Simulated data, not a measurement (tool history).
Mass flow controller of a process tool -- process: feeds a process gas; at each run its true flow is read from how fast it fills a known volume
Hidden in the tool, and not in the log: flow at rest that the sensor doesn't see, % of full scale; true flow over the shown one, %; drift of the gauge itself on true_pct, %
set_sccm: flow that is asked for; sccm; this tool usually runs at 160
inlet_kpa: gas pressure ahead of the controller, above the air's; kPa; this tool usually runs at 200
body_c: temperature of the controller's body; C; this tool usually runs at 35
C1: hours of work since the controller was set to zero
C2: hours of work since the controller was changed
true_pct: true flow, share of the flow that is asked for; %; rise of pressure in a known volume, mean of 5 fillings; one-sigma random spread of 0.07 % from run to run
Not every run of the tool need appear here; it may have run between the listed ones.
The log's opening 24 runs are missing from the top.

Run 25, day 343.162: usual settings but inlet_kpa 243 kPa, body_c 31 C; C1 6729; C2 6729. Result: true_pct 99.60 %.
Run 26, day 359.000: usual settings but inlet_kpa 243 kPa, body_c 31 C; C1 6917; C2 6917. Result: true_pct 99.74 %.
Run 27, day 373.838: usual settings but set_sccm 59 sccm, inlet_kpa 217 kPa, body_c 30 C; C1 7093; C2 7093. Result: true_pct 99.26 %.
Run 28, day 384.612: usual settings but set_sccm 33 sccm, inlet_kpa 232 kPa; C1 7221; C2 7221. Result: true_pct 98.71 %.
Run 29, day 394.812: usual settings but set_sccm 24 sccm, inlet_kpa 219 kPa; C1 7342; C2 7342. Result: true_pct 98.74 %.
Run 30, day 406.304: usual settings but set_sccm 24 sccm, inlet_kpa 219 kPa; C1 7479; C2 7479. Result: true_pct 98.73 %.
Run 31, day 417.150: usual settings but set_sccm 24 sccm, inlet_kpa 219 kPa; C1 7608; C2 7608. Result: true_pct 98.86 %.
Run 32, day 427.429: usual settings but set_sccm 83 sccm, inlet_kpa 262 kPa, body_c 29 C; C1 7730; C2 7730. Result: true_pct 99.37 %.
Run 33, day 443.596: usual settings but set_sccm 21 sccm, inlet_kpa 144 kPa, body_c 34 C; C1 7922; C2 7922. Result: true_pct 99.32 %.
Run 34, day 457.375: usual settings but set_sccm 21 sccm, inlet_kpa 144 kPa, body_c 34 C; C1 8086; C2 8086. Result: true_pct 99.46 %.
Run 35, day 472.379: usual settings but set_sccm 47 sccm, inlet_kpa 221 kPa; C1 8264; C2 8264. Result: true_pct 99.16 %.
Run 36, day 484.221: usual settings but set_sccm 47 sccm, inlet_kpa 221 kPa; C1 8405; C2 8405. Result: true_pct 98.97 %.
Run 37, day 492.692: usual settings but set_sccm 47 sccm, inlet_kpa 221 kPa; C1 8506; C2 8506. Result: true_pct 99.18 %.
At day 506.162: controller's zero set anew.
Run 38, day 507.354: usual settings but set_sccm 47 sccm, inlet_kpa 221 kPa; C1 14; C2 8680. Result: true_pct 99.18 %.
At day 518.104: gauge calibrated.
Run 39, day 518.104: usual settings but set_sccm 61 sccm, inlet_kpa 248 kPa; C1 142; C2 8807. Result: true_pct 97.93 %.
Run 40, day 531.296: usual settings but set_sccm 74 sccm, inlet_kpa 143 kPa, body_c 39 C; C1 299; C2 8964. Result: true_pct 98.50 %.
Run 41, day 544.300: usual settings but set_sccm 74 sccm, inlet_kpa 143 kPa, body_c 39 C; C1 453; C2 9119. Result: true_pct 98.78 %.
Run 42, day 561.767: usual settings but set_sccm 74 sccm, inlet_kpa 143 kPa, body_c 39 C; C1 661; C2 9326. Result: true_pct 98.65 %.
Run 43, day 571.875: usual settings but set_sccm 74 sccm, inlet_kpa 143 kPa, body_c 39 C; C1 781; C2 9446. Result: true_pct 98.78 %.
Run 44, day 580.446: usual settings but set_sccm 115 sccm; C1 883; C2 9548. Result: true_pct 98.77 %.
Run 45, day 592.679: usual settings but set_sccm 129 sccm, inlet_kpa 208 kPa, body_c 30 C; C1 1028; C2 9694. Result: true_pct 99.42 %.
Run 46, day 602.879: usual settings but set_sccm 39 sccm, body_c 28 C; C1 1149; C2 9815. Result: true_pct 98.93 %.
Run 47, day 611.425: usual settings but set_sccm 39 sccm, body_c 28 C; C1 1251; C2 9916. Result: true_pct 98.92 %.
Run 48, day 618.738: usual settings but set_sccm 56 sccm, inlet_kpa 262 kPa, body_c 25 C; C1 1338; C2 10003. Result: true_pct 98.73 %.

What if the next run were any one of these 3? Each begins from the tool's condition after run 48:
Run A, day 626.138: usual settings but set_sccm 180 sccm, inlet_kpa 276 kPa, body_c 29 C; C1 1426; C2 10091. Result: true_pct ?.
Run B, day 626.138: usual settings but set_sccm 100 sccm, inlet_kpa 148 kPa, body_c 23 C; C1 1426; C2 10091. Result: true_pct ?.
Run C, day 626.138: usual settings but set_sccm 150 sccm, inlet_kpa 202 kPa, body_c 39 C; C1 1426; C2 10091. Result: true_pct ?.

run  true_pct
  A     99.24
  B    100.21
  C     98.79
With no hidden state in the tool, these same runs would have given:
run  true_pct
  A     99.04
  B    100.02
  C     98.60
